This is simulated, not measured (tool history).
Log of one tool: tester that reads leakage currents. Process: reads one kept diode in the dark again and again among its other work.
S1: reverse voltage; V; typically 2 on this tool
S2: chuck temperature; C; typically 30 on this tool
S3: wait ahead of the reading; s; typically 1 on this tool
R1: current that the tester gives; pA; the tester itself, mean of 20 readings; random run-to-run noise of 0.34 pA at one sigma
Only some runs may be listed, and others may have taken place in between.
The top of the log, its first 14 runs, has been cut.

run      day     S1  S2    S3       R1
 15  105.621      2  30     1   117.78
 16  114.233      2  30     1   119.06
 17  121.238      2  30     1   120.64
 18  130.229      2  30   0.4    124.5
 19  134.767   7.22  30   0.4   223.69
 20  141.975   4.08  24  7.37   101.16
 21  147.233   5.58  38  0.71   395.42
     153.317  -- probe card cleaned and baked
     155.562  -- chuck's temperature calibrated
 22  156.333   2.17  38  2.85   235.59
 23  162.975    6.3  21  5.54    76.66
 24  169.979   5.23  39     1   376.81
 25  179.833   4.18  39  2.42   348.09
 26  189.379   6.54  36  2.05   328.25
 27   195.25   8.91  56  3.65  1979.33
 28  201.154   2.99  36  9.99   242.31
 29  206.279   2.99  36  9.99   246.09
 30  215.425      2  21     1    55.28
     216.283  -- chuck's temperature calibrated
 31  221.233   1.57  30     1   103.55
 32  230.421   1.57  54  5.21   808.71
 33  237.754   2.43  26  4.78       90
 34  245.429   5.87  39  4.24   413.39
     250.942  -- probe card cleaned and baked
 35  253.642   2.41  56     1  1163.38
 36  262.258   19.3  56  0.39  2724.78
 37  271.725   19.3  56  0.39  2773.87
     277.029  -- chuck's temperature calibrated
 38  280.462  18.41  30   1.3   282.67

5 ways to go on from here, each from the tool as it stands after run 38. What would each give?
  A  286.788  10.34  51  5.14   ?
  B  286.788  19.66  49   1.3   ?
  C  286.788  14.24  32  6.17   ?
  D  286.788  18.41  30  3.99   ?
  E  286.788  18.41  22  0.41   ?

run       R1
  A  1327.53
  B  1463.22
  C   301.96
  D   285.58
  E   159.47
With the hidden condition removed and each run's random variation left untouched, the same runs would have given:
run       R1
  A   1336.7
  B  1464.83
  C   291.84
  D    270.8
  E   142.64

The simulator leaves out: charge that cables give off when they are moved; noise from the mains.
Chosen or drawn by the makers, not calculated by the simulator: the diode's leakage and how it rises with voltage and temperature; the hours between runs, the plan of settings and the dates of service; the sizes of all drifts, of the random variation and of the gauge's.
